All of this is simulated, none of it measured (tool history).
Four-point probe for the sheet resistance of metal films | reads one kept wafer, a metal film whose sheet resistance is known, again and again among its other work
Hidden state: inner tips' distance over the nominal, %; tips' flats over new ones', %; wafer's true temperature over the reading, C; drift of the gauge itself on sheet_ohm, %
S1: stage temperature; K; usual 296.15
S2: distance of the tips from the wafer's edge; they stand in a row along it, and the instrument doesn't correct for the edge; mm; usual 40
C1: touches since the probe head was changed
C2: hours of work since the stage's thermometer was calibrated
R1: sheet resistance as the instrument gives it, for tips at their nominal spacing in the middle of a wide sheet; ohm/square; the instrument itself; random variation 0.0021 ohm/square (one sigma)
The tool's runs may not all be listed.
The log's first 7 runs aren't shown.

run	hour	S1	S2	C1	C2	R1
8	540.4	302.15	40	27365	1302	10.367319
9	598.8	296.15	40	28899	1343	10.371083
10	647.6	296.15	40	30182	1377	10.372295
11	718.1	296.15	31	32034	1427	10.367241
12	808.2	296.15	7	34404	1491	10.390582
13	870.4	296.15	19	36037	1535	10.369568
14	945	296.15	55	38000	1588	10.362583
15	1063.6	296.15	55	41116	1672	10.357208
16	1164	296.15	65	43757	1743	10.358063
17	1271.3	296.15	27	46577	1819	10.360486
# hour 1288.1: stage's thermometer calibrated
18	1320.6	296.15	23	47860	23	10.343015
19	1374.1	296.15	7	49266	61	10.367592
20	1472.1	296.15	7	51843	130	10.361917
21	1525.4	296.15	7	53243	168	10.36383
22	1591.9	296.15	7	54991	215	10.359495
23	1649.7	296.15	7	56511	256	10.360889
# hour 1737.2: stage's thermometer calibrated, once more
24	1750.4	297.15	6	59143	9	10.407937

The next listed run, before its measurement:
25	1822.6	297.15	6	61042	60	?

{"run 25": {"R1": 10.402247}}
Without the tool's hidden state the same run would have given R1 10.456078 ohm/square.
